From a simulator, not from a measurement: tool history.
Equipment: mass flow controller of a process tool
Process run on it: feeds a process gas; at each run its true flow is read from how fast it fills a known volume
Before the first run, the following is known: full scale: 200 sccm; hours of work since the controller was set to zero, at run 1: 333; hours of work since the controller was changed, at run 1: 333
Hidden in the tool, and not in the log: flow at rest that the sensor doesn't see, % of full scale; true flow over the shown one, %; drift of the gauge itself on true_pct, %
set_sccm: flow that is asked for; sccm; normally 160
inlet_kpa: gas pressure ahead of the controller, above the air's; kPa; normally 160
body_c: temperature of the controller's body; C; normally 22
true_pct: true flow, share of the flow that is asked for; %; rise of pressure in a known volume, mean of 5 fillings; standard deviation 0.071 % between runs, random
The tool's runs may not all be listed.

| run | hour | set_sccm | inlet_kpa | body_c | hours of work since the controller was set to zero | hours of work since the controller was changed | true_pct |
|---|---|---|---|---|---|---|---|
| 1 | 0.0 | 160 | 160 | 22 | 333 | 333 | 99.71 |
| 2 | 42.8 | 39 | 160 | 22 | 362 | 362 | 98.17 |
| 3 | 145.3 | 39 | 160 | 22 | 432 | 432 | 98.11 |
| 4 | 203.9 | 39 | 160 | 22 | 471 | 471 | 98.02 |
| 5 | 259.2 | 39 | 160 | 22 | 509 | 509 | 98.07 |
| 6 | 346.7 | 39 | 160 | 22 | 568 | 568 | 98.03 |
| 7 | 434.3 | 39 | 160 | 22 | 628 | 628 | 98.00 |
| 8 | 513.4 | 160 | 160 | 39 | 681 | 681 | 97.81 |
| 9 | 605.5 | 163 | 160 | 22 | 744 | 744 | 99.29 |
| 10 | 709.4 | 163 | 160 | 22 | 814 | 814 | 99.39 |
| 11 | 795.2 | 163 | 160 | 22 | 873 | 873 | 99.24 |
| 12 | 892.4 | 163 | 160 | 22 | 939 | 939 | 99.04 |
| 13 | 963.4 | 163 | 160 | 22 | 987 | 987 | 98.99 |
| 14 | 1042.3 | 163 | 160 | 22 | 1040 | 1040 | 98.90 |
| 15 | 1094.3 | 160 | 160 | 22 | 1076 | 1076 | 98.86 |
| 16 | 1146.0 | 33 | 160 | 22 | 1111 | 1111 | 97.47 |
| 17 | 1222.3 | 160 | 160 | 22 | 1162 | 1162 | 98.91 |
| 18 | 1313.2 | 52 | 160 | 22 | 1224 | 1224 | 97.56 |
| 19 | 1388.0 | 52 | 160 | 22 | 1275 | 1275 | 97.39 |
| 20 | 1483.1 | 26 | 186 | 26 | 1339 | 1339 | 96.61 |
| 21 | 1527.3 | 26 | 186 | 26 | 1369 | 1369 | 96.76 |
| 22 | 1621.8 | 160 | 162 | 21 | 1434 | 1434 | 98.58 |
|  | 1650.1 | gauge calibrated |
| 23 | 1674.1 | 46 | 194 | 21 | 1469 | 1469 | 98.47 |
| 24 | 1743.6 | 20 | 190 | 25 | 1516 | 1516 | 97.81 |
| 25 | 1814.3 | 123 | 160 | 22 | 1564 | 1564 | 99.20 |
| 26 | 1879.2 | 123 | 160 | 22 | 1608 | 1608 | 99.09 |
| 27 | 1941.4 | 144 | 160 | 28 | 1650 | 1650 | 98.72 |
| 28 | 1991.2 | 84 | 160 | 22 | 1684 | 1684 | 98.59 |
| 29 | 2054.9 | 97 | 177 | 22 | 1727 | 1727 | 98.75 |
| 30 | 2117.7 | 39 | 156 | 37 | 1770 | 1770 | 96.47 |
| 31 | 2167.2 | 186 | 274 | 20 | 1804 | 1804 | 100.15 |
| 32 | 2224.9 | 94 | 244 | 31 | 1843 | 1843 | 98.02 |
| 33 | 2289.2 | 94 | 171 | 31 | 1886 | 1886 | 97.52 |
| 34 | 2366.5 | 120 | 228 | 22 | 1939 | 1939 | 98.95 |
| 35 | 2429.7 | 163 | 207 | 22 | 1982 | 1982 | 99.26 |
| 36 | 2506.3 | 163 | 207 | 22 | 2034 | 2034 | 99.32 |
| 37 | 2582.3 | 24 | 272 | 38 | 2085 | 2085 | 96.35 |

Below are 3 alternative next runs, each starting from the tool's condition after run 37. Predict each:
| A | 2653.4 | 167 | 160 | 22 | 2133 | 2133 | ? |
| B | 2653.4 | 59 | 183 | 38 | 2133 | 2133 | ? |
| C | 2653.4 | 33 | 173 | 22 | 2133 | 2133 | ? |

| run | true_pct |
|---|---|
| A | 99.12 |
| B | 96.46 |
| C | 97.50 |
With no hidden state in the tool, these same runs would have given:
| run | true_pct |
|---|---|
| A | 99.82 |
| B | 97.14 |
| C | 98.19 |

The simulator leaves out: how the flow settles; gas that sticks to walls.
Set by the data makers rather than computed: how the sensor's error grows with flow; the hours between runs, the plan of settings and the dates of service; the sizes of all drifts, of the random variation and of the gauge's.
